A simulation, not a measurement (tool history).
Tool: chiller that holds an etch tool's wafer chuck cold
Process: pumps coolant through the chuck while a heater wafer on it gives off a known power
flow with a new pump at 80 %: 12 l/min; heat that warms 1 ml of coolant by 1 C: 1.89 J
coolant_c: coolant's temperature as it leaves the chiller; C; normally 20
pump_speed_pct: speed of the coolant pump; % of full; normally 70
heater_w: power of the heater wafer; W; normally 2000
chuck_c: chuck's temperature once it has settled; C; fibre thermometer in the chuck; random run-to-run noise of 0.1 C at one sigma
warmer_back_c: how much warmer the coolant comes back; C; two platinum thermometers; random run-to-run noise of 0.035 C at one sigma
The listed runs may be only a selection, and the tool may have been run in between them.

run 1 hour=0 | coolant_c=20 pump_speed_pct=70 heater_w=2000 | chuck_c=39.7 warmer_back_c=6.19
run 2 hour=54.2 | coolant_c=20 pump_speed_pct=70 heater_w=2000 | chuck_c=39.8 warmer_back_c=6.19
run 3 hour=116.7 | coolant_c=20 pump_speed_pct=70 heater_w=2000 | chuck_c=39.8 warmer_back_c=6.25
run 4 hour=160.4 | coolant_c=20 pump_speed_pct=70 heater_w=1266 | chuck_c=32.4 warmer_back_c=3.96
run 5 hour=212.4 | coolant_c=20 pump_speed_pct=64 heater_w=2000 | chuck_c=40.8 warmer_back_c=6.74
run 6 hour=267.6 | coolant_c=20 pump_speed_pct=70 heater_w=2000 | chuck_c=39.9 warmer_back_c=6.19
run 7 hour=327.8 | coolant_c=20 pump_speed_pct=70 heater_w=2000 | chuck_c=39.9 warmer_back_c=6.18
run 8 hour=378.1 | coolant_c=20 pump_speed_pct=70 heater_w=2000 | chuck_c=40.1 warmer_back_c=6.18
run 9 hour=447.9 | coolant_c=20 pump_speed_pct=70 heater_w=2000 | chuck_c=40.1 warmer_back_c=6.21
run 10 hour=510.6 | coolant_c=20 pump_speed_pct=70 heater_w=2000 | chuck_c=40.1 warmer_back_c=6.17
run 11 hour=577 | coolant_c=16 pump_speed_pct=70 heater_w=2000 | chuck_c=36.1 warmer_back_c=6.25
run 12 hour=650.6 | coolant_c=16 pump_speed_pct=70 heater_w=2000 | chuck_c=36.1 warmer_back_c=6.26
run 13 hour=721.9 | coolant_c=20 pump_speed_pct=70 heater_w=1146 | chuck_c=31.2 warmer_back_c=3.57
run 14 hour=790.6 | coolant_c=20 pump_speed_pct=70 heater_w=2000 | chuck_c=40.3 warmer_back_c=6.25
run 15 hour=824.1 | coolant_c=20 pump_speed_pct=70 heater_w=2000 | chuck_c=40.3 warmer_back_c=6.31
run 16 hour=874.9 | coolant_c=20 pump_speed_pct=70 heater_w=2000 | chuck_c=40.3 warmer_back_c=6.22
run 17 hour=908.7 | coolant_c=13 pump_speed_pct=82 heater_w=1958 | chuck_c=31.1 warmer_back_c=5.2
run 18 hour=946.5 | coolant_c=13 pump_speed_pct=82 heater_w=1958 | chuck_c=31.4 warmer_back_c=5.25
-- hour=965.4 chiller's thermometer calibrated
run 19 hour=1014 | coolant_c=13 pump_speed_pct=82 heater_w=1958 | chuck_c=31.8 warmer_back_c=5.28
run 20 hour=1046.9 | coolant_c=12 pump_speed_pct=96 heater_w=1411 | chuck_c=24.5 warmer_back_c=3.23
run 21 hour=1095.9 | coolant_c=12 pump_speed_pct=98 heater_w=2175 | chuck_c=31.1 warmer_back_c=4.89
run 22 hour=1135 | coolant_c=12 pump_speed_pct=98 heater_w=2175 | chuck_c=31.2 warmer_back_c=4.97
run 23 hour=1185.1 | coolant_c=20 pump_speed_pct=94 heater_w=2847 | chuck_c=45.7 warmer_back_c=6.72
run 24 hour=1229.4 | coolant_c=20 pump_speed_pct=94 heater_w=2847 | chuck_c=45.7 warmer_back_c=6.7
run 25 hour=1271.3 | coolant_c=26 pump_speed_pct=91 heater_w=1599 | chuck_c=40.7 warmer_back_c=3.85
run 26 hour=1330.6 | coolant_c=14 pump_speed_pct=97 heater_w=2176 | chuck_c=33.3 warmer_back_c=5.04
run 27 hour=1369.7 | coolant_c=20 pump_speed_pct=72 heater_w=1590 | chuck_c=36.6 warmer_back_c=4.81
run 28 hour=1408.3 | coolant_c=12 pump_speed_pct=70 heater_w=1660 | chuck_c=29.6 warmer_back_c=5.27
run 29 hour=1476.6 | coolant_c=20 pump_speed_pct=70 heater_w=1947 | chuck_c=40.8 warmer_back_c=6.18
run 30 hour=1517.5 | coolant_c=20 pump_speed_pct=77 heater_w=1947 | chuck_c=39.7 warmer_back_c=5.6
run 31 hour=1549.6 | coolant_c=20 pump_speed_pct=77 heater_w=1947 | chuck_c=39.8 warmer_back_c=5.63

Run 32 is up next; what results do you expect?
-- hour=1596.4 coolant changed, channels flushed
run 32 hour=1627.6 | coolant_c=23 pump_speed_pct=84 heater_w=1596 | chuck_c=? warmer_back_c=?

Run 32 produced chuck_c 35.6 C, warmer_back_c 4.22 C.
With the hidden condition absent and the run-to-run variation left alone, this run would have shown chuck_c 35.2 C, warmer_back_c 4 C.
